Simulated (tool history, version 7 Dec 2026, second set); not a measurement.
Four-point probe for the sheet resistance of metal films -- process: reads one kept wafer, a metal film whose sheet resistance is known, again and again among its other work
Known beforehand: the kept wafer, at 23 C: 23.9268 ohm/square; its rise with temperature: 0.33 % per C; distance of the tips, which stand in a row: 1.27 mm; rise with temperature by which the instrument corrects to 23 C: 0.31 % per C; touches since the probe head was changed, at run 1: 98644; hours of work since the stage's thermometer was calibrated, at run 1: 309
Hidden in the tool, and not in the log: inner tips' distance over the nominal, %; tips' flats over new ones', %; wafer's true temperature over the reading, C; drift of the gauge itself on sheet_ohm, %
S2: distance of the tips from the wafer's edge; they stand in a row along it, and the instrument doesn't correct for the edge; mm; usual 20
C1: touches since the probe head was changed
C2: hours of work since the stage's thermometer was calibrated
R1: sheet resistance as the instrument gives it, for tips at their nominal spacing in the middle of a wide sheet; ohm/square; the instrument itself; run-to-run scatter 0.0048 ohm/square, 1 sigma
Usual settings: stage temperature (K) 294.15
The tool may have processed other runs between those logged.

Run 1, day 0: usual settings; C1 98644; C2 309. Result: R1 24.189643 ohm/square.
Run 2, day 0.529: usual settings but S2 46 mm; C1 99123; C2 315. Result: R1 24.142016 ohm/square.
Run 3, day 1.175: usual settings but S2 46 mm; C1 99707; C2 321. Result: R1 24.148684 ohm/square.
Run 4, day 1.521: usual settings; C1 100020; C2 325. Result: R1 24.196166 ohm/square.
Run 5, day 2.158: usual settings but stage temperature (K) 299.15; C1 100600; C2 331. Result: R1 24.2151 ohm/square.
Run 6, day 2.542: usual settings but stage temperature (K) 299.15; C1 100947; C2 335. Result: R1 24.217215 ohm/square.
Run 7, day 2.938: usual settings but stage temperature (K) 299.15; C1 101304; C2 339. Result: R1 24.222243 ohm/square.
Run 8, day 3.675: usual settings but stage temperature (K) 303.15; C1 101972; C2 347. Result: R1 24.22888 ohm/square.
Run 9, day 4.488: usual settings but stage temperature (K) 301.15; C1 102708; C2 355. Result: R1 24.220691 ohm/square.
Run 10, day 5.238: usual settings; C1 103386; C2 363. Result: R1 24.200066 ohm/square.
Run 11, day 5.704: usual settings; C1 103810; C2 368. Result: R1 24.19524 ohm/square.
Run 12, day 6.304: usual settings but S2 66 mm; C1 104352; C2 374. Result: R1 24.152882 ohm/square.
Run 13, day 6.812: usual settings but S2 66 mm; C1 104812; C2 379. Result: R1 24.155367 ohm/square.
Run 14, day 7.179: usual settings but S2 66 mm; C1 105145; C2 383. Result: R1 24.151548 ohm/square.
Run 15, day 7.871: usual settings but S2 66 mm; C1 105772; C2 390. Result: R1 24.155557 ohm/square.
Run 16, day 8.604: usual settings but S2 66 mm; C1 106435; C2 397. Result: R1 24.158068 ohm/square.
Run 17, day 9.404: usual settings but S2 66 mm; C1 107159; C2 405. Result: R1 24.154416 ohm/square.
Run 18, day 10.038: usual settings but stage temperature (K) 308.15, S2 72 mm; C1 107731; C2 412. Result: R1 24.212964 ohm/square.
Run 19, day 10.538: usual settings but stage temperature (K) 293.15, S2 16 mm; C1 108187; C2 417. Result: R1 24.231371 ohm/square.
Run 20, day 11.05: usual settings but stage temperature (K) 293.15, S2 16 mm; C1 108648; C2 422. Result: R1 24.233061 ohm/square.
Run 21, day 11.821: usual settings but stage temperature (K) 302.15, S2 6 mm; C1 109349; C2 430. Result: R1 24.76713 ohm/square.
Run 22, day 12.275: usual settings but stage temperature (K) 302.15, S2 6 mm; C1 109757; C2 435. Result: R1 24.754961 ohm/square.
Run 23, day 12.842: usual settings but stage temperature (K) 304.15, S2 62 mm; C1 110272; C2 440. Result: R1 24.201326 ohm/square.
Run 24, day 13.362: usual settings but stage temperature (K) 291.15, S2 10 mm; C1 110743; C2 446. Result: R1 24.363632 ohm/square.
Run 25, day 14.046: usual settings but stage temperature (K) 291.15, S2 10 mm; C1 111363; C2 453. Result: R1 24.354985 ohm/square.
Run 26, day 14.867: usual settings but stage temperature (K) 291.15, S2 10 mm; C1 112104; C2 461. Result: R1 24.359933 ohm/square.
Run 27, day 15.279: usual settings but stage temperature (K) 291.15, S2 50 mm; C1 112477; C2 465. Result: R1 24.154861 ohm/square.
Run 28, day 15.917: usual settings but stage temperature (K) 291.15, S2 50 mm; C1 113055; C2 472. Result: R1 24.166054 ohm/square.
Run 29, day 16.662: usual settings but stage temperature (K) 292.15, S2 3 mm; C1 113730; C2 479. Result: R1 26.259754 ohm/square.
Run 30, day 17.042: usual settings but stage temperature (K) 295.15, S2 26 mm; C1 114073; C2 483. Result: R1 24.198175 ohm/square.
Run 31, day 17.6: usual settings but stage temperature (K) 307.15, S2 75 mm; C1 114582; C2 489. Result: R1 24.219651 ohm/square.

A few steps of R1 between consecutive runs. Split each: what settings, incoming material and random variation would produce without the hidden state, and what is left over for the hidden state, along with gauge scatter present in only one of the two compared results (measured, and without hidden state):
Run 20 -> 21: stage temperature (K) 293.15 -> 302.15, S2 16 -> 6. R1 +0.534069 ohm/square: hidden state +0.005807, all else +0.528262.
Run 22 -> 23: stage temperature (K) 302.15 -> 304.15, S2 6 -> 62. R1 -0.553635 ohm/square: hidden state -0.004116, all else -0.549519.
Run 28 -> 29: stage temperature (K) 291.15 -> 292.15, S2 50 -> 3. R1 +2.0937 ohm/square: hidden state +0.020623, all else +2.073077.
Run 29 -> 30: stage temperature (K) 292.15 -> 295.15, S2 3 -> 26. R1 -2.061579 ohm/square: hidden state -0.018637, all else -2.042942.
